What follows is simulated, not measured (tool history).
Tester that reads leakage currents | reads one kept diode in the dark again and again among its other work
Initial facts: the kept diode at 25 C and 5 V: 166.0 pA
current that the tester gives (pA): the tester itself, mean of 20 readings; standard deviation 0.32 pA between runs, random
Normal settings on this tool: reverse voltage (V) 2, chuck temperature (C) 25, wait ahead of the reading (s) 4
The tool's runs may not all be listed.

run,hour,reverse voltage (V),chuck temperature (C),wait ahead of the reading (s),current that the tester gives (pA)
1,0,2,25,4,109.93
2,88,2,25,4,110.24
3,194.7,2,25,4,111
4,242.2,2,25,3.06,111.2
5,346.8,2,25,3.06,111.26
6,405.9,2,25,3.06,112.1
7,493.9,2,25,3.06,112.24
8,578.7,2,25,3.06,112.6
9,651.2,2,25,4,113.35
10,712.9,2,41,4,412.69
11,816.1,2,43,4,480.13
12,921.7,2,43,4,481.54
13,979.1,3.31,25,4,147.03
14,1064.6,2,46,1.11,607.76
# hour 1089.6: tester calibrated
15,1133.4,8.82,46,0.61,1253.02
16,1179.3,3.06,55,2.59,1435.36
17,1284.6,3.06,30,0.36,217.73
18,1333,6.48,21,4,147.52
19,1419,2.06,49,3.75,776.53
20,1503.3,5.27,20,0.66,122.99
21,1546.6,11.22,25,4,272

Branching from run 21: 4 alternative next runs. What would each branch give?
A,1631.4,2,22,4,?
B,1631.4,2,44,4,?
C,1631.4,5.84,39,2.61,?
D,1631.4,11.22,47,4,?

run,current that the tester gives (pA)
A,91.52
B,535.81
C,612.37
D,1538.21
The same runs, with their run-to-run variation unchanged, on a tool lacking any hidden condition would have given:
run,current that the tester gives (pA)
A,82.46
B,491.68
C,559.48
D,1412.31
